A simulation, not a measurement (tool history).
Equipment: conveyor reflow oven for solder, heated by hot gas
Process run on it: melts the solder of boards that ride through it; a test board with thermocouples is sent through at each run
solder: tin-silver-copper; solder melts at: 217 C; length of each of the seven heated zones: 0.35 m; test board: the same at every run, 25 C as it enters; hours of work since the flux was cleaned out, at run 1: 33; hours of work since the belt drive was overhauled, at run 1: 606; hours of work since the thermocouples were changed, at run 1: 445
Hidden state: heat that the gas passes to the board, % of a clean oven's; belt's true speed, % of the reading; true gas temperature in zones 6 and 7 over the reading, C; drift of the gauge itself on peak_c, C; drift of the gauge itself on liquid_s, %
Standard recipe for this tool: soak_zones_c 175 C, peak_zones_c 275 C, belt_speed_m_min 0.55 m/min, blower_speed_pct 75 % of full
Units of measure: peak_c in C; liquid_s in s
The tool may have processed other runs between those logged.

run	hour	soak_zones_c	peak_zones_c	belt_speed_m_min	blower_speed_pct	hours of work since the flux was cleaned out	hours of work since the belt drive was overhauled	hours of work since the thermocouples were changed	peak_c	liquid_s
1	0	175	275	0.55	75	33	606	445	262.9	65.84
2	16.6	175	275	0.55	75	46	619	457	262.9	65.76
3	43.6	175	275	0.55	75	66	639	477	262.8	65.75
4	72.8	175	275	0.55	75	87	660	499	262.8	65.78
5	88.2	175	275	0.55	75	99	672	511	262.8	65.78
6	112.3	175	275	0.55	75	117	690	529	262.4	65.67
7	131.6	175	275	0.55	75	131	704	543	262.5	65.66
8	161.1	175	275	0.55	75	153	726	565	262.1	65.55
9	181.7	175	275	0.55	75	169	742	580	262.1	65.47
# hour 198.5: flux residue cleaned out of gas plates and filters
10	203.8	189	275	0.55	75	4	755	593	263.6	71.28
# hour 232.9: belt drive overhauled, speed set with a stopwatch
11	235.3	189	275	0.55	75	24	2	614	263.2	70.2
12	259.3	189	275	0.55	75	42	20	632	263.2	70.02
13	286.6	175	287	0.55	75	63	40	652	272.5	69.14
14	301.6	175	275	0.55	75	74	51	663	261.2	64.07
15	317.2	175	275	0.55	75	86	63	675	261.2	63.93
# hour 345.7: flux residue cleaned out of gas plates and filters, once more
16	351.6	163	275	0.55	75	4	85	697	261.1	60.52
17	370.2	163	275	0.55	75	18	99	711	260.7	60.48
18	388.4	163	275	0.55	75	32	112	724	260.7	60.41
19	414.5	171	270	0.55	75	51	132	744	257	60.85
20	445.8	171	270	0.55	75	75	155	767	256.7	60.69
21	462.4	179	289	0.527	54	87	168	779	272	73.55
22	480.8	175	275	0.55	57	101	181	793	258	61.98
23	513.8	185	288	0.569	57	125	206	818	270.3	69.31
24	538.1	185	288	0.55	75	144	224	836	274.8	73.53
25	567.7	187	288	0.466	78	166	246	858	278.7	88.86
# hour 588.4: flux residue cleaned out of gas plates and filters
26	598	187	288	0.466	78	7	265	877	279.2	88.82
27	611.9	175	275	0.593	79	18	275	887	260.7	59.21
28	644.2	174	275	0.55	75	42	300	911	261.8	64.43
29	675.6	174	275	0.55	75	65	323	935	261.3	64.34
30	693.1	172	287	0.55	75	78	336	948	272.3	68.64

What differs in the tool's unlogged condition from the final listed run ahead of each entry between runs to the first listed run following it?
From run 9 to run 10: flux residue cleaned out of gas plates and filters (hour 198.5)
  heat that the gas passes to the board, % of a clean oven's: 96.3 -> 95; belt's true speed, % of the reading: 98.71 -> 98.69; true gas temperature in zones 6 and 7 over the reading, C: -1.79 -> -1.83
  what was measured, less what the result would be without the hidden state, peak_c: -2 -> -2.2 C; liquid_s: -0.18 -> +0 s
From run 10 to run 11: belt drive overhauled, speed set with a stopwatch (hour 232.9)
  heat that the gas passes to the board, % of a clean oven's: 95 -> 94.7; belt's true speed, % of the reading: 98.69 -> 99.96; true gas temperature in zones 6 and 7 over the reading, C: -1.83 -> -1.9
  what was measured, less what the result would be without the hidden state, peak_c: -2.2 -> -2.7 C; liquid_s: +0 -> -1.13 s
From run 15 to run 16: flux residue cleaned out of gas plates and filters, once more (hour 345.7)
  heat that the gas passes to the board, % of a clean oven's: 93.5 -> 99.4; belt's true speed, % of the reading: 99.86 -> 99.82; true gas temperature in zones 6 and 7 over the reading, C: -2.09 -> -2.15
  what was measured, less what the result would be without the hidden state, peak_c: -3.1 -> -2.1 C; liquid_s: -1.68 -> -0.97 s
From run 25 to run 26: flux residue cleaned out of gas plates and filters (hour 588.4)
  heat that the gas passes to the board, % of a clean oven's: 96.4 -> 99.8; belt's true speed, % of the reading: 99.55 -> 99.52; true gas temperature in zones 6 and 7 over the reading, C: -2.64 -> -2.7
  what was measured, less what the result would be without the hidden state, peak_c: -3 -> -2.5 C; liquid_s: -0.48 -> -0.36 s

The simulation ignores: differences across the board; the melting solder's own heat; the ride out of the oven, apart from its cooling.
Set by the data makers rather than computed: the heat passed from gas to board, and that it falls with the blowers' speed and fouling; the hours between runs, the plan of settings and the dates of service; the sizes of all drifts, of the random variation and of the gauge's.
